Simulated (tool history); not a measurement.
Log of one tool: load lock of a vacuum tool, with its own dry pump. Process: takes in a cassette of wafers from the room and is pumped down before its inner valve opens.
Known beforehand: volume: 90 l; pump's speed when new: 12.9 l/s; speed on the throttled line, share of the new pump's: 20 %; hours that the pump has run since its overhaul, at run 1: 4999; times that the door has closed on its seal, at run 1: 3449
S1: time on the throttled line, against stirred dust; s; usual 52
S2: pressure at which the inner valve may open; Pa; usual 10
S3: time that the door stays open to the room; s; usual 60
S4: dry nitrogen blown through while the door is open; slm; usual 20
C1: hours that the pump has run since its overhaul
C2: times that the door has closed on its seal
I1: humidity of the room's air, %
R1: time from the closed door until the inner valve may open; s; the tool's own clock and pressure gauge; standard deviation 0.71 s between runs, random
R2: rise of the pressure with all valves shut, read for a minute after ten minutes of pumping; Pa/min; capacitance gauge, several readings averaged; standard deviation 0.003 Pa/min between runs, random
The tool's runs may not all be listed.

run,hour,S1,S2,S3,S4,C1,C2,I1,R1,R2
1,0.0,52,10,60,20,4999,3449,48.4,110.0,0.040
2,165.0,52,10,60,20,5164,3771,47.9,111.8,0.040
3,491.5,52,10,60,9,5490,4409,45.8,113.2,0.046
4,716.9,52,10,60,9,5716,4850,46.8,112.3,0.044
5,927.4,52,10,60,9,5926,5261,46.2,112.1,0.049
6,1173.2,52,10,60,9,6172,5741,45.8,112.5,0.050
7,1359.6,52,10,60,9,6358,6106,47.5,112.8,0.058
8,1555.5,52,10,60,9,6554,6488,44.1,114.4,0.050
9,1888.1,52,10,60,9,6887,7138,43.8,115.6,0.055
10,2211.6,52,10,60,25,7210,7770,44.0,114.7,0.053
11,2356.8,52,10,60,25,7355,8054,45.6,115.6,0.054
12,2522.5,52,10,60,25,7521,8378,45.1,114.2,0.056
13,2773.2,33,10,60,25,7772,8868,45.3,99.9,0.057
14,3116.9,38,11,60,20,8116,9539,44.8,104.5,0.058
15,3302.7,89,8,60,5,8301,9902,44.3,146.7,0.071
16,3603.6,33,10,45,7,8602,10490,44.6,101.9,0.068
17,3932.9,52,10,60,29,8931,11134,45.8,117.2,0.063
18,4217.5,52,10,148,20,9216,11690,46.9,116.7,0.079
19,4362.0,59,10,60,6,9361,11972,45.3,122.7,0.086
20,4648.3,50,10,89,20,9647,12531,45.7,117.6,0.078
21,4915.5,50,10,89,20,9914,13054,42.5,117.1,0.089
22,5191.7,50,10,89,20,10190,13593,48.1,117.0,0.086
23,5352.4,65,10,223,14,10351,13907,44.6,129.4,0.097
24,5565.7,65,10,40,14,10564,14324,45.1,129.6,0.090
25,5821.6,65,10,40,38,10820,14824,43.6,129.3,0.084
26,6137.2,65,10,40,38,11136,15441,43.7,129.2,0.088

Alternative continuations, all from the tool just after run 26; predict every row:
# hour 6270.5: dry pump taken out, an overhauled one fitted
A,6462.9,66,17,40,38,192,16065,44.2,?,?
# hour 6270.5: dry pump taken out, an overhauled one fitted
B,6462.9,52,10,49,20,192,16065,46.6,?,?
# hour 6270.5: dry pump taken out, an overhauled one fitted
C,6462.9,65,11,35,6,192,16065,44.3,?,?
# hour 6270.5: dry pump taken out, an overhauled one fitted
D,6462.9,74,10,25,38,192,16065,47.3,?,?
# hour 6270.5: dry pump taken out, an overhauled one fitted
E,6462.9,85,10,40,38,192,16065,44.2,?,?

run,R1,R2
A,113.6,0.089
B,107.6,0.095
C,115.3,0.099
D,123.7,0.090
E,132.8,0.091
The same runs, with their run-to-run variation unchanged, on a tool lacking any hidden condition would have given:
run,R1,R2
A,113.6,0.011
B,107.7,0.018
C,115.3,0.022
D,123.7,0.013
E,132.8,0.014
